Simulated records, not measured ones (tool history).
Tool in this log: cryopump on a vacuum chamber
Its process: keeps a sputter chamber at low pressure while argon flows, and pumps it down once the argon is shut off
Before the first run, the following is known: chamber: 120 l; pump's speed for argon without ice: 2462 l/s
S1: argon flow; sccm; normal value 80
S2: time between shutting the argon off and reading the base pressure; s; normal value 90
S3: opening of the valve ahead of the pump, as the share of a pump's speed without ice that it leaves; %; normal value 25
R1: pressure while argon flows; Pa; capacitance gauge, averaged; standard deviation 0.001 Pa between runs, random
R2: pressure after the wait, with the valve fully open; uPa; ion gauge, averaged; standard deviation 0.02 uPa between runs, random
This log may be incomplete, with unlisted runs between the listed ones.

| run | hour | S1 | S2 | S3 | R1 | R2 |
|---|---|---|---|---|---|---|
| 1 | 0 | 80 | 90 | 25 | 0.2249 | 0.56 |
| 2 | 7.7 | 80 | 90 | 25 | 0.2251 | 0.57 |
| 3 | 22.7 | 80 | 90 | 29 | 0.1948 | 0.54 |
| 4 | 37.9 | 80 | 90 | 25 | 0.2246 | 0.54 |
| 5 | 46.4 | 80 | 90 | 25 | 0.2263 | 0.55 |
| 6 | 54 | 80 | 90 | 25 | 0.2256 | 0.56 |
| 7 | 64.1 | 80 | 90 | 25 | 0.2257 | 0.55 |
| 8 | 75 | 80 | 90 | 25 | 0.2251 | 0.56 |
| 9 | 85.2 | 64 | 90 | 25 | 0.1812 | 0.61 |
| 10 | 99.6 | 93 | 90 | 25 | 0.2623 | 0.56 |
| 11 | 106.8 | 160 | 90 | 19 | 0.5896 | 0.52 |
| 12 | 113.8 | 45 | 50 | 21 | 0.1508 | 0.67 |
| 13 | 125.8 | 80 | 210 | 39 | 0.1468 | 0.46 |
| 14 | 140.8 | 80 | 210 | 39 | 0.1473 | 0.47 |

Run 15 has not been measured yet. What should we expect?
| 15 | 152.1 | 80 | 51 | 25 | ? | ? |

R1: 0.2256 Pa
R2: 0.67 uPa
On a tool with no hidden condition, and with the same random variation, this run would have come out at R1 0.2194 Pa, R2 0.37 uPa.

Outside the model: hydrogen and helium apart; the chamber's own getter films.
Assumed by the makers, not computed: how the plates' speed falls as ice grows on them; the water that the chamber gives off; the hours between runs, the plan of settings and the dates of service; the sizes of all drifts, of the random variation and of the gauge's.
